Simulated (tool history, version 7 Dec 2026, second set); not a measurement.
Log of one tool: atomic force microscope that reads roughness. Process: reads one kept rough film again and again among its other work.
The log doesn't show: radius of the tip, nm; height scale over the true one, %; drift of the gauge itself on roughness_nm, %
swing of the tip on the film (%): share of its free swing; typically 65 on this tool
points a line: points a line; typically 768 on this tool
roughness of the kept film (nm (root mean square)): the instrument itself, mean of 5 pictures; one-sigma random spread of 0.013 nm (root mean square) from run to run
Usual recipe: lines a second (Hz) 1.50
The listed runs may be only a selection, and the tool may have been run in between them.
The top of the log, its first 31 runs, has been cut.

| run | day | lines a second (Hz) | swing of the tip on the film (%) | points a line | pictures with this tip | hours of work since the height scale was calibrated | roughness of the kept film (nm (root mean square)) |
|---|---|---|---|---|---|---|---|
|  | 57.158 | new tip fitted |
| 32 | 58.079 | 3.88 | 56 | 349 | 27 | 2094 | 2.905 |
| 33 | 60.521 | 0.92 | 80 | 349 | 101 | 2137 | 2.628 |
| 34 | 62.504 | 1.27 | 80 | 349 | 161 | 2172 | 2.412 |
| 35 | 64.654 | 1.27 | 61 | 556 | 226 | 2210 | 2.375 |
|  | 66.150 | new tip fitted |
| 36 | 66.204 | 1.50 | 65 | 789 | 2 | 2237 | 3.182 |
| 37 | 68.017 | 1.50 | 86 | 318 | 57 | 2269 | 2.710 |
|  | 69.958 | height scale calibrated on a step standard |
| 38 | 70.117 | 1.50 | 86 | 318 | 119 | 3 | 2.445 |
| 39 | 71.546 | 1.50 | 86 | 318 | 162 | 28 | 2.324 |
| 40 | 72.962 | 0.57 | 67 | 845 | 205 | 53 | 2.443 |
| 41 | 74.583 | 1.63 | 84 | 731 | 254 | 82 | 2.132 |
|  | 75.071 | new tip fitted |
| 42 | 76.738 | 0.55 | 65 | 768 | 51 | 119 | 2.967 |
| 43 | 78.362 | 0.55 | 65 | 768 | 100 | 148 | 2.750 |
| 44 | 79.488 | 2.06 | 63 | 378 | 134 | 168 | 2.522 |
| 45 | 80.700 | 1.50 | 88 | 768 | 171 | 189 | 2.315 |
| 46 | 82.238 | 3.31 | 65 | 768 | 217 | 216 | 2.242 |
|  | 84.062 | new tip fitted |
| 47 | 84.262 | 3.31 | 65 | 768 | 6 | 252 | 3.007 |
| 48 | 85.942 | 3.31 | 65 | 768 | 57 | 282 | 2.803 |
| 49 | 88.342 | 0.58 | 88 | 456 | 130 | 324 | 2.597 |
| 50 | 90.400 | 0.58 | 88 | 456 | 192 | 360 | 2.392 |
| 51 | 92.212 | 1.80 | 85 | 268 | 247 | 392 | 2.072 |
|  | 93.038 | new tip fitted |
| 52 | 93.642 | 1.80 | 70 | 851 | 18 | 417 | 3.004 |
| 53 | 95.146 | 2.89 | 69 | 405 | 64 | 444 | 2.714 |

Branching from run 53: 3 alternative next runs. What would each branch give?
| A | 96.667 | 1.38 | 65 | 827 | 110 | 471 | ? |
| B | 96.667 | 2.89 | 65 | 688 | 110 | 471 | ? |
| C | 96.667 | 2.89 | 69 | 771 | 110 | 471 | ? |

| run | roughness of the kept film (nm (root mean square)) |
|---|---|
| A | 2.699 |
| B | 2.624 |
| C | 2.599 |
With no hidden state in the tool, these same runs would have given:
| run | roughness of the kept film (nm (root mean square)) |
|---|---|
| A | 3.147 |
| B | 3.060 |
| C | 3.030 |
